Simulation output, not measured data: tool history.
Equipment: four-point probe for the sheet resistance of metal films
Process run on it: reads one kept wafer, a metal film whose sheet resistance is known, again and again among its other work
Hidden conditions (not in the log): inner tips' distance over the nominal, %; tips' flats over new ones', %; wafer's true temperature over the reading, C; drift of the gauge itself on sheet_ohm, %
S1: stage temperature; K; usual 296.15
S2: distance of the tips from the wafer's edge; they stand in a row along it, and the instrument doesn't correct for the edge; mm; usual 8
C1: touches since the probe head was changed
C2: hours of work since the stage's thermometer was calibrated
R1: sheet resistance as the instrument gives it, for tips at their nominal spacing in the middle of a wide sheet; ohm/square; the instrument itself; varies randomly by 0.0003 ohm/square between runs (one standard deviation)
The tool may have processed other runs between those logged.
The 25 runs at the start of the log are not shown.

run 26 hour=326.8 | S1=292.15 S2=9 | C1=14111 C2=24 | R1=1.483488
run 27 hour=340.8 | S1=293.15 S2=13 | C1=14556 C2=31 | R1=1.484511
run 28 hour=357.9 | S1=293.15 S2=13 | C1=15101 C2=38 | R1=1.484064
run 29 hour=376.1 | S1=293.15 S2=13 | C1=15682 C2=47 | R1=1.483248
run 30 hour=387.1 | S1=298.15 S2=38 | C1=16032 C2=52 | R1=1.487485
run 31 hour=396.4 | S1=291.15 S2=7 | C1=16328 C2=56 | R1=1.485236
run 32 hour=404.5 | S1=306.15 S2=11 | C1=16586 C2=60 | R1=1.497244
run 33 hour=421.5 | S1=302.15 S2=70 | C1=17129 C2=68 | R1=1.491531
run 34 hour=434.3 | S1=302.15 S2=70 | C1=17537 C2=74 | R1=1.491698
run 35 hour=447.7 | S1=296.15 S2=36 | C1=17963 C2=80 | R1=1.485685

For run 36, what comes out?
run 36 hour=461.9 | S1=296.15 S2=36 | C1=18416 C2=86 | R1=?

R1: 1.485509 ohm/square
Without the tool's hidden state the same run would have given R1 1.4908 ohm/square.

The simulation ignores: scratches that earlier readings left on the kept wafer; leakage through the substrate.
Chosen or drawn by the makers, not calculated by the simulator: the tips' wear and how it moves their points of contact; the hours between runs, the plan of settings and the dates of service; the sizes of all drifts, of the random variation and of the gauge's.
